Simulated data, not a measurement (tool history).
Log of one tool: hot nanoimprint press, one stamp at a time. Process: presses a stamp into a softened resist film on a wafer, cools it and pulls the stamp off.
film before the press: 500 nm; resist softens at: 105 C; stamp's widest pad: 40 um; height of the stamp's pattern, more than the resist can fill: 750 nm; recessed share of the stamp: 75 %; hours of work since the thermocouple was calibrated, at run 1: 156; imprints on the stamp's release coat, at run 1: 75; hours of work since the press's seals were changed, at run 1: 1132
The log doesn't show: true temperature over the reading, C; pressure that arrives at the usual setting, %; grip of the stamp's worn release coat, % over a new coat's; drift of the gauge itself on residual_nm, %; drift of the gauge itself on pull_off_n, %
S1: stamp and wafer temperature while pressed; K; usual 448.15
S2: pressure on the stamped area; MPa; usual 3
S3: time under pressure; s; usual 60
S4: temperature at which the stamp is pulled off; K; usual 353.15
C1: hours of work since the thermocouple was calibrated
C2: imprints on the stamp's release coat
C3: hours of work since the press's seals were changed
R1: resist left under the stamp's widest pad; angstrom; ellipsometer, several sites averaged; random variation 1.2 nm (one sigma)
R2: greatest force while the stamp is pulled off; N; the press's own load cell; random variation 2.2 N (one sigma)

run,day,S1,S2,S3,S4,C1,C2,C3,R1,R2
1,0,448.15,3,60,353.15,156,75,1132,2598,110
2,2.45,448.15,3,32,353.15,201,371,1177,3181,121
3,5.438,448.15,3,32,353.15,255,731,1232,3188,130
# day 7.575: stamp cleaned and given a new release coat
4,7.742,448.15,3,60,361.15,293,20,1269,2651,99
# day 9.288: press's hydraulic seals changed and the load cell set to zero
# day 9.817: plate thermocouple calibrated
5,10.271,448.15,3,60,353.15,8,270,16,2510,120
6,13.517,436.15,3,60,353.15,68,662,75,3335,126
7,14.888,448.15,3,60,353.15,93,827,100,2494,132
# day 16.25: stamp cleaned and given a new release coat
8,17.229,448.15,3,60,353.15,131,118,139,2501,112
9,19.521,448.15,3,60,353.15,173,394,180,2520,124
10,22.483,448.15,3,60,353.15,227,752,235,2537,139
# day 24.567: stamp cleaned and given a new release coat
11,25.492,448.15,3,60,353.15,278,112,285,2534,113
# day 27.9: plate thermocouple calibrated
12,28.888,448.15,3,60,353.15,18,506,345,2518,124
13,31.9,451.15,2.84,37,353.15,73,870,400,2803,138
# day 32.929: stamp cleaned and given a new release coat
14,34.158,452.15,3.43,37,353.15,110,148,437,2564,115
15,37.154,438.15,2.91,72,343.15,165,510,492,3101,145
16,40.317,439.15,2.86,55,352.15,223,891,550,3328,137
# day 41.121: stamp cleaned and given a new release coat
17,43.858,447.15,3,60,339.15,283,330,610,2636,140
# day 45.996: plate thermocouple calibrated
18,46.854,454.15,4.29,60,353.15,16,677,662,1846,130
# day 49.396: stamp cleaned and given a new release coat
19,50.188,446.15,4.07,107,344.15,72,95,719,1903,130
20,53.112,446.15,4.07,107,344.15,126,448,772,1908,140
21,55.479,448.15,1.89,60,353.15,169,733,816,3124,128
22,57,441.15,3.52,45,342.15,197,917,843,3122,157
# day 57.662: stamp cleaned and given a new release coat
23,58.654,457.15,4.2,64,352.15,222,119,869,1725,116

4 ways to go on from here, each from the tool as it stands after run 23. What would each give?
A,60.775,442.15,2.09,60,353.15,261,375,908,?,?
B,60.775,457.15,4.2,61,340.15,261,375,908,?,?
C,60.775,448.15,1.99,60,353.15,261,375,908,?,?
D,60.775,448.15,4.2,64,352.15,261,375,908,?,?

run,R1,R2
A,3395,124
B,1754,144
C,3061,121
D,2176,122
Without the tool's hidden state the same runs would have given:
run,R1,R2
A,3307,113
B,1643,132
C,2976,111
D,2043,111
